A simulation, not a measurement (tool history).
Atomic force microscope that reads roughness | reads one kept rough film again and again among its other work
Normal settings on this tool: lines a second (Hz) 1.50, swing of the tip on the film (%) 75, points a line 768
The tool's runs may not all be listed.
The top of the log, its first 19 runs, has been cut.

run     day  lines a second (Hz)  swing of the tip on the film (%)  points a line  pictures with this tip  hours of work since the height scale was calibrated  roughness of the kept film (nm (root mean square))
 20   8.262                 3.92                                75            768                      48                                                  483                                               2.286
 21   8.762                 3.92                                75            768                      70                                                  493                                               2.022
 22   9.267                 3.92                                75            768                      91                                                  502                                               1.820
 23   9.617                 2.19                                75            768                     107                                                  509                                               1.770
 24   9.896                 2.19                                75            768                     119                                                  514                                               1.657
 25  10.483                 2.19                                75            768                     144                                                  525                                               1.488
     10.788  -- new tip fitted
 26  10.800                 2.19                                75            768                       0                                                  531                                               3.326
 27  11.212                 1.50                                57            768                      18                                                  538                                               2.995
 28  11.792                 2.54                                75            768                      43                                                  549                                               2.427
 29  12.292                 0.53                                56            707                      65                                                  559                                               2.261
 30  12.712                 0.53                                56            707                      83                                                  567                                               2.056
 31  13.229                 0.65                                78            622                     105                                                  576                                               1.807
 32  13.604                 2.49                                67            768                     122                                                  583                                               1.658
 33  13.996                 2.01                                65            768                     139                                                  591                                               1.586
     14.467  -- new tip fitted
 34  14.504                 2.01                                64            536                       2                                                  600                                               3.282
     14.583  -- height scale calibrated on a step standard
 35  15.042                 2.01                                64            536                      23                                                    9                                               2.807
 36  15.438                 2.01                                78            536                      41                                                   16                                               2.425
 37  15.862                 3.62                                75            768                      59                                                   24                                               2.142
     16.150  -- height scale calibrated on a step standard, once more
 38  16.333                 3.62                                69            485                      78                                                    3                                               1.973
 39  16.758                 3.62                                69            485                      96                                                   11                                               1.823
 40  17.362                 1.41                                74            873                     122                                                   23                                               1.683
 41  17.638                 0.92                                64            506                     134                                                   28                                               1.635
 42  18.138                 0.51                                75            768                     156                                                   37                                               1.502
     18.212  -- new tip fitted
 43  18.608                 0.51                                75            768                      18                                                   46                                               3.025
 44  19.075                 1.00                                66            772                      38                                                   55                                               2.633

What will run 45 give?
 45  19.325                 1.64                                79            897                      49                                                   59                                                   ?

roughness of the kept film (nm (root mean square)): 2.354
With the hidden condition absent and the run-to-run variation left alone, this run would have shown roughness of the kept film (nm (root mean square)) 3.389.
